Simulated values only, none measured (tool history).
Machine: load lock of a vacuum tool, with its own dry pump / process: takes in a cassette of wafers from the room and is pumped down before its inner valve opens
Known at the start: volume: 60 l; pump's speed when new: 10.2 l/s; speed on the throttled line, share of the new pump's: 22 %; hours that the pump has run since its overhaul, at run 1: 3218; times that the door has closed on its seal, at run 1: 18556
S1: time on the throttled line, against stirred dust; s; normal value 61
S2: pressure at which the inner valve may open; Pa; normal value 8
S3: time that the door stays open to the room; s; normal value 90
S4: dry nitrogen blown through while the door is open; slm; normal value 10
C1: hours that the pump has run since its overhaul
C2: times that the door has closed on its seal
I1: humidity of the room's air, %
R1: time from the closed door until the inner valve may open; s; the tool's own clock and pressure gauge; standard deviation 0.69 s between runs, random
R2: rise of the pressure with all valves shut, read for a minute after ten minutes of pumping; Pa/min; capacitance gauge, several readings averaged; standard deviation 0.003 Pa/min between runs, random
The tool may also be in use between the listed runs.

run 1 day=0.000 | S1=61 S2=8 S3=90 S4=10 | C1=3218 C2=18556 | I1=43.0 | R1=104.8 R2=0.055
run 2 day=4.067 | S1=61 S2=8 S3=90 S4=10 | C1=3315 C2=18964 | I1=46.0 | R1=104.6 R2=0.064
run 3 day=9.892 | S1=61 S2=8 S3=90 S4=10 | C1=3455 C2=19548 | I1=42.6 | R1=104.0 R2=0.062
run 4 day=14.108 | S1=61 S2=8 S3=90 S4=10 | C1=3556 C2=19972 | I1=43.7 | R1=104.8 R2=0.064
run 5 day=17.012 | S1=61 S2=8 S3=90 S4=10 | C1=3626 C2=20263 | I1=45.2 | R1=105.0 R2=0.066
run 6 day=19.783 | S1=61 S2=6 S3=90 S4=10 | C1=3692 C2=20541 | I1=44.5 | R1=107.9 R2=0.065
run 7 day=25.321 | S1=61 S2=8 S3=90 S4=42 | C1=3825 C2=21097 | I1=42.6 | R1=104.4 R2=0.049
run 8 day=28.554 | S1=61 S2=15 S3=90 S4=10 | C1=3903 C2=21422 | I1=45.5 | R1=102.0 R2=0.063
run 9 day=34.667 | S1=61 S2=8 S3=90 S4=10 | C1=4050 C2=22036 | I1=43.3 | R1=106.4 R2=0.069
run 10 day=37.550 | S1=47 S2=8 S3=90 S4=10 | C1=4119 C2=22325 | I1=41.9 | R1=92.3 R2=0.066
run 11 day=43.700 | S1=47 S2=8 S3=90 S4=10 | C1=4266 C2=22942 | I1=47.0 | R1=93.4 R2=0.068
run 12 day=48.171 | S1=47 S2=8 S3=76 S4=10 | C1=4374 C2=23391 | I1=44.6 | R1=94.0 R2=0.071
run 13 day=51.267 | S1=47 S2=8 S3=76 S4=10 | C1=4448 C2=23702 | I1=44.7 | R1=94.6 R2=0.066
run 14 day=56.933 | S1=47 S2=8 S3=76 S4=10 | C1=4584 C2=24271 | I1=44.1 | R1=94.7 R2=0.073
run 15 day=62.817 | S1=47 S2=8 S3=76 S4=10 | C1=4725 C2=24861 | I1=44.6 | R1=94.0 R2=0.074
run 16 day=65.633 | S1=46 S2=8 S3=90 S4=10 | C1=4793 C2=25144 | I1=45.9 | R1=93.9 R2=0.081
run 17 day=71.383 | S1=46 S2=8 S3=90 S4=10 | C1=4931 C2=25721 | I1=46.4 | R1=93.4 R2=0.076
run 18 day=74.867 | S1=46 S2=15 S3=90 S4=10 | C1=5014 C2=26071 | I1=43.4 | R1=89.1 R2=0.084
run 19 day=78.967 | S1=46 S2=15 S3=90 S4=10 | C1=5113 C2=26482 | I1=44.3 | R1=89.6 R2=0.085
run 20 day=83.712 | S1=46 S2=8 S3=90 S4=33 | C1=5227 C2=26959 | I1=45.8 | R1=93.3 R2=0.064
run 21 day=88.733 | S1=106 S2=8 S3=90 S4=33 | C1=5347 C2=27463 | I1=43.2 | R1=140.4 R2=0.074
run 22 day=92.654 | S1=61 S2=8 S3=184 S4=25 | C1=5441 C2=27856 | I1=44.3 | R1=104.9 R2=0.085
run 23 day=95.588 | S1=61 S2=8 S3=184 S4=25 | C1=5512 C2=28151 | I1=37.2 | R1=104.9 R2=0.074
run 24 day=100.833 | S1=61 S2=8 S3=184 S4=25 | C1=5638 C2=28678 | I1=46.8 | R1=105.1 R2=0.089
run 25 day=105.175 | S1=61 S2=9 S3=181 S4=14 | C1=5742 C2=29113 | I1=44.9 | R1=104.6 R2=0.094
run 26 day=109.758 | S1=33 S2=12 S3=90 S4=10 | C1=5852 C2=29573 | I1=43.4 | R1=81.8 R2=0.089
run 27 day=113.071 | S1=40 S2=10 S3=90 S4=10 | C1=5931 C2=29906 | I1=44.3 | R1=88.6 R2=0.091
run 28 day=117.342 | S1=42 S2=10 S3=90 S4=10 | C1=6034 C2=30335 | I1=45.4 | R1=89.0 R2=0.094
run 29 day=121.650 | S1=42 S2=10 S3=90 S4=10 | C1=6137 C2=30767 | I1=46.7 | R1=89.9 R2=0.091
run 30 day=124.712 | S1=33 S2=15 S3=90 S4=10 | C1=6211 C2=31075 | I1=43.3 | R1=80.2 R2=0.090
run 31 day=128.775 | S1=33 S2=15 S3=47 S4=25 | C1=6308 C2=31482 | I1=43.4 | R1=79.5 R2=0.079
run 32 day=131.871 | S1=33 S2=15 S3=47 S4=25 | C1=6382 C2=31793 | I1=44.9 | R1=79.8 R2=0.083
run 33 day=136.175 | S1=61 S2=8 S3=56 S4=11 | C1=6486 C2=32225 | I1=43.5 | R1=105.0 R2=0.094
run 34 day=141.362 | S1=61 S2=8 S3=56 S4=11 | C1=6610 C2=32746 | I1=40.8 | R1=105.6 R2=0.084
run 35 day=147.417 | S1=61 S2=8 S3=56 S4=11 | C1=6756 C2=33353 | I1=42.4 | R1=105.4 R2=0.091
run 36 day=150.867 | S1=89 S2=8 S3=79 S4=10 | C1=6838 C2=33700 | I1=47.3 | R1=127.8 R2=0.098
run 37 day=156.829 | S1=89 S2=8 S3=79 S4=10 | C1=6982 C2=34299 | I1=46.5 | R1=127.2 R2=0.104
run 38 day=161.146 | S1=53 S2=8 S3=55 S4=10 | C1=7085 C2=34732 | I1=46.7 | R1=101.1 R2=0.104

Here are 3 independent what-if runs from the current tool condition. What would each one return?
run A day=167.117 | S1=53 S2=12 S3=55 S4=10 | C1=7228 C2=35331 | I1=42.7 | R1=? R2=?
run B day=167.117 | S1=58 S2=8 S3=90 S4=10 | C1=7228 C2=35331 | I1=46.4 | R1=? R2=?
run C day=167.117 | S1=53 S2=14 S3=55 S4=10 | C1=7228 C2=35331 | I1=45.5 | R1=? R2=?

run=A R1=97.8 R2=0.103
run=B R1=104.8 R2=0.103
run=C R1=96.5 R2=0.101
The same runs, with their run-to-run variation unchanged, on a tool lacking any hidden condition would have given:
run=A R1=95.5 R2=0.026
run=B R1=102.4 R2=0.026
run=C R1=94.2 R2=0.023
